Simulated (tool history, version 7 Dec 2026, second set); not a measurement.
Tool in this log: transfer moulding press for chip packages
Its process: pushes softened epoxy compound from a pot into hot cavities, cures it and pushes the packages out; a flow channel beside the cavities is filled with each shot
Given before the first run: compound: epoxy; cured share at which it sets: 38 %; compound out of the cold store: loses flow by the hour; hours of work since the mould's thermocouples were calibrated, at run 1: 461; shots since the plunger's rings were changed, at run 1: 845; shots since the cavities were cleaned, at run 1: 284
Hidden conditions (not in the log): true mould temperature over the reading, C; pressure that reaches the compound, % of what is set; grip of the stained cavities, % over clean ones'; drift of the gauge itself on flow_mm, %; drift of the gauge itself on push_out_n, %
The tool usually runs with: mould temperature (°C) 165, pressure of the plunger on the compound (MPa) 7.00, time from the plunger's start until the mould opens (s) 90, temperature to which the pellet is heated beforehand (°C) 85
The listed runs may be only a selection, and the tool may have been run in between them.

| run | hour | mould temperature (°C) | pressure of the plunger on the compound (MPa) | time from the plunger's start until the mould opens (s) | temperature to which the pellet is heated beforehand (°C) | hours of work since the mould's thermocouples were calibrated | shots since the plunger's rings were changed | shots since the cavities were cleaned | incoming compound's hours out of the cold store | length that the compound runs in the flow channel (mm) | greatest force on the pins that push the packages out (N) |
|---|---|---|---|---|---|---|---|---|---|---|---|
| 1 | 0.0 | 165 | 7.00 | 90 | 85 | 461 | 845 | 284 | 37.3 | 795 | 401 |
| 2 | 29.5 | 165 | 7.00 | 90 | 85 | 483 | 1294 | 733 | 27.1 | 830 | 493 |
|  | 57.2 | cavities cleaned with cleaning compound and waxed |
| 3 | 77.6 | 165 | 7.00 | 90 | 85 | 519 | 2004 | 311 | 45.2 | 759 | 555 |
|  | 117.3 | plunger's sealing rings changed |
| 4 | 129.3 | 165 | 7.00 | 90 | 85 | 556 | 183 | 1060 | 14.1 | 890 | 551 |
|  | 135.1 | cavities cleaned with cleaning compound and waxed |
| 5 | 172.3 | 165 | 7.00 | 90 | 87 | 587 | 815 | 567 | 33.7 | 808 | 444 |
|  | 212.9 | cavities cleaned with cleaning compound and waxed |
| 6 | 232.2 | 165 | 7.00 | 90 | 87 | 632 | 1704 | 294 | 13.0 | 881 | 416 |
|  | 244.3 | mould's thermocouples calibrated |
| 7 | 276.4 | 165 | 7.00 | 90 | 87 | 24 | 2347 | 937 | 45.4 | 759 | 485 |
|  | 293.2 | plunger's sealing rings changed |
|  | 294.7 | cavities cleaned with cleaning compound and waxed |
| 8 | 325.9 | 165 | 7.00 | 71 | 85 | 59 | 475 | 475 | 47.6 | 760 | 700 |
|  | 332.0 | cavities cleaned with cleaning compound and waxed, once more |
| 9 | 359.4 | 165 | 6.56 | 90 | 85 | 83 | 962 | 416 | 45.1 | 746 | 407 |
|  | 411.6 | cavities cleaned with cleaning compound and waxed |
| 10 | 413.1 | 165 | 6.56 | 90 | 85 | 123 | 1758 | 24 | 45.4 | 738 | 298 |
|  | 471.9 | plunger's sealing rings changed |
| 11 | 471.9 | 165 | 6.56 | 90 | 85 | 165 | 0 | 880 | 14.3 | 861 | 486 |
|  | 491.8 | cavities cleaned with cleaning compound and waxed |
| 12 | 513.3 | 165 | 7.00 | 123 | 85 | 196 | 608 | 327 | 38.4 | 795 | 319 |
| 13 | 542.2 | 158 | 7.00 | 123 | 85 | 218 | 1048 | 767 | 25.7 | 865 | 473 |
|  | 567.4 | cavities cleaned with cleaning compound and waxed |
| 14 | 589.7 | 158 | 7.00 | 118 | 85 | 253 | 1750 | 341 | 34.4 | 825 | 389 |
|  | 649.0 | plunger's sealing rings changed |
|  | 650.5 | cavities cleaned with cleaning compound and waxed |
| 15 | 655.6 | 163 | 7.00 | 90 | 79 | 300 | 78 | 78 | 13.4 | 903 | 398 |
| 16 | 690.9 | 163 | 8.62 | 116 | 81 | 326 | 616 | 616 | 10.4 | 1008 | 385 |
|  | 725.9 | cavities cleaned with cleaning compound and waxed |
| 17 | 752.4 | 163 | 8.62 | 116 | 81 | 372 | 1529 | 403 | 45.9 | 853 | 342 |
| 18 | 797.9 | 163 | 8.62 | 116 | 81 | 406 | 2222 | 1096 | 14.0 | 980 | 432 |
|  | 804.0 | cavities cleaned with cleaning compound and waxed |
|  | 825.2 | plunger's sealing rings changed |
| 19 | 842.4 | 163 | 8.62 | 101 | 81 | 437 | 262 | 548 | 9.8 | 1013 | 439 |
|  | 881.8 | cavities cleaned with cleaning compound and waxed |
| 20 | 893.8 | 166 | 8.62 | 101 | 81 | 475 | 1022 | 184 | 37.2 | 880 | 313 |
| 21 | 945.1 | 165 | 8.25 | 97 | 85 | 514 | 1803 | 965 | 29.6 | 884 | 457 |
|  | 959.6 | cavities cleaned with cleaning compound and waxed |
|  | 1000.6 | plunger's sealing rings changed |
| 22 | 1007.7 | 165 | 8.47 | 97 | 85 | 558 | 108 | 695 | 26.1 | 928 | 416 |
|  | 1039.9 | cavities cleaned with cleaning compound and waxed |
| 23 | 1057.3 | 165 | 8.47 | 97 | 85 | 595 | 841 | 265 | 34.1 | 888 | 353 |
| 24 | 1095.2 | 159 | 7.00 | 81 | 88 | 624 | 1419 | 843 | 21.5 | 871 | 953 |
|  | 1116.8 | mould's thermocouples calibrated |
|  | 1118.3 | cavities cleaned with cleaning compound and waxed |
| 25 | 1139.1 | 173 | 5.66 | 101 | 90 | 16 | 2033 | 317 | 8.0 | 784 | 329 |
|  | 1180.0 | plunger's sealing rings changed |
| 26 | 1188.9 | 173 | 5.66 | 101 | 90 | 52 | 137 | 1038 | 35.3 | 702 | 395 |

Predict each of these 3 candidate next runs independently; none follows another, all start after run 26:
|  | 1198.8 | cavities cleaned with cleaning compound and waxed |
| A | 1228.4 | 170 | 7.00 | 90 | 85 | 81 | 716 | 451 | 38.9 | ? | ? |
|  | 1198.8 | cavities cleaned with cleaning compound and waxed |
| B | 1228.4 | 165 | 7.00 | 90 | 78 | 81 | 716 | 451 | 26.9 | ? | ? |
|  | 1198.8 | cavities cleaned with cleaning compound and waxed |
| C | 1228.4 | 167 | 8.79 | 86 | 85 | 81 | 716 | 451 | 17.6 | ? | ? |

| run | length that the compound runs in the flow channel (mm) | greatest force on the pins that push the packages out (N) |
|---|---|---|
| A | 776 | 358 |
| B | 829 | 459 |
| C | 966 | 439 |
Had the tool no hidden state, the same runs would have come out as:
| run | length that the compound runs in the flow channel (mm) | greatest force on the pins that push the packages out (N) |
|---|---|---|
| A | 783 | 240 |
| B | 838 | 312 |
| C | 976 | 297 |

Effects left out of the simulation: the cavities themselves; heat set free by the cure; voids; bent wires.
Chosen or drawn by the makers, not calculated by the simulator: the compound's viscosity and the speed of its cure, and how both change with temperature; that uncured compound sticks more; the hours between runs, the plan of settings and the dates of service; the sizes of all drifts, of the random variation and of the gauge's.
